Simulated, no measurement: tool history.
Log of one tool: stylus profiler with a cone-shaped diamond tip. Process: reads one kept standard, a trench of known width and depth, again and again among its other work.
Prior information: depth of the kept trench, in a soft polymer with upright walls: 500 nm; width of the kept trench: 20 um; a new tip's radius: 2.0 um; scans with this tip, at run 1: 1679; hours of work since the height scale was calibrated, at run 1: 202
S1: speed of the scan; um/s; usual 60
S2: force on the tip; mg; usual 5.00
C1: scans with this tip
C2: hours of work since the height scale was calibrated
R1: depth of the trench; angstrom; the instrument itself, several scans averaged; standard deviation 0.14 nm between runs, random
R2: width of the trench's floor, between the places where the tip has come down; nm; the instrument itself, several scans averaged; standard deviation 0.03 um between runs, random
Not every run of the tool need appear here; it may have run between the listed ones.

Run 1, day 0.000: usual settings; C1 1679; C2 202. Result: R1 5078.1 angstrom, R2 16880 nm.
Run 2, day 1.933: usual settings but S1 85 um/s; C1 1877; C2 226. Result: R1 5077.2 angstrom, R2 16800 nm.
Run 3, day 2.942: usual settings but S1 85 um/s; C1 1981; C2 238. Result: R1 5075.1 angstrom, R2 16720 nm.
Run 4, day 4.504: usual settings but S1 85 um/s; C1 2141; C2 258. Result: R1 5076.5 angstrom, R2 16770 nm.
Run 5, day 5.979: usual settings; C1 2292; C2 276. Result: R1 5077.7 angstrom, R2 16760 nm.
Run 6, day 7.846: usual settings; C1 2483; C2 299. Result: R1 5078.9 angstrom, R2 16720 nm.
Run 7, day 8.788: usual settings; C1 2580; C2 311. Result: R1 5079.3 angstrom, R2 16750 nm.
Run 8, day 11.050: usual settings; C1 2811; C2 339. Result: R1 5078.1 angstrom, R2 16700 nm.
Run 9, day 13.083: usual settings but S2 7.32 mg; C1 3020; C2 364. Result: R1 5103.1 angstrom, R2 16680 nm.
Run 10, day 14.738: usual settings; C1 3189; C2 384. Result: R1 5078.8 angstrom, R2 16680 nm.
Run 11, day 16.221: usual settings; C1 3341; C2 402. Result: R1 5078.7 angstrom, R2 16630 nm.
Run 12, day 17.929: usual settings; C1 3516; C2 423. Result: R1 5080.2 angstrom, R2 16680 nm.
Run 13, day 20.096: usual settings; C1 3738; C2 450. Result: R1 5081.2 angstrom, R2 16580 nm.
Run 14, day 22.258: usual settings but S1 18 um/s; C1 3960; C2 477. Result: R1 5080.3 angstrom, R2 16730 nm.
Run 15, day 23.342: usual settings but S2 13.84 mg; C1 4071; C2 490. Result: R1 5152.6 angstrom, R2 16630 nm.
Run 16, day 24.771: usual settings; C1 4217; C2 508. Result: R1 5080.3 angstrom, R2 16520 nm.
Run 17, day 26.592: usual settings; C1 4403; C2 530. Result: R1 5080.9 angstrom, R2 16500 nm.
Run 18, day 28.371: usual settings but S2 1.72 mg; C1 4586; C2 552. Result: R1 5042.0 angstrom, R2 16360 nm.
Run 19, day 30.175: usual settings but S1 209 um/s, S2 13.85 mg; C1 4770; C2 574. Result: R1 5151.2 angstrom, R2 16230 nm.
Run 20, day 32.242: usual settings but S1 129 um/s, S2 1.67 mg; C1 4982; C2 600. Result: R1 5042.9 angstrom, R2 15970 nm.
Run 21, day 34.333: usual settings but S1 130 um/s, S2 6.45 mg; C1 5197; C2 626. Result: R1 5095.7 angstrom, R2 16260 nm.
At day 34.496: height scale calibrated on a step standard.
Run 22, day 35.442: usual settings but S1 130 um/s, S2 6.45 mg; C1 5308; C2 12. Result: R1 5096.2 angstrom, R2 16250 nm.
Run 23, day 37.558: usual settings but S1 150 um/s, S2 10.78 mg; C1 5525; C2 38. Result: R1 5134.5 angstrom, R2 16200 nm.
At day 37.821: height scale calibrated on a step standard, once more.
Run 24, day 39.192: usual settings but S1 48 um/s, S2 2.82 mg; C1 5690; C2 17. Result: R1 5049.3 angstrom, R2 16330 nm.
Run 25, day 41.250: usual settings but S2 13.21 mg; C1 5901; C2 42. Result: R1 5137.7 angstrom, R2 16430 nm.
Run 26, day 42.758: usual settings but S1 182 um/s, S2 14.15 mg; C1 6055; C2 61. Result: R1 5146.6 angstrom, R2 16150 nm.

What does the tool deliver on the next run?
Run 27, day 44.862: usual settings but S1 182 um/s, S2 14.15 mg; C1 6271; C2 87. Result: R1 ?, R2 ?.

R1: 5148.1 angstrom
R2: 16080 nm
With no hidden state in the tool, this same run would have given R1 5148.4 angstrom, R2 16980 nm.

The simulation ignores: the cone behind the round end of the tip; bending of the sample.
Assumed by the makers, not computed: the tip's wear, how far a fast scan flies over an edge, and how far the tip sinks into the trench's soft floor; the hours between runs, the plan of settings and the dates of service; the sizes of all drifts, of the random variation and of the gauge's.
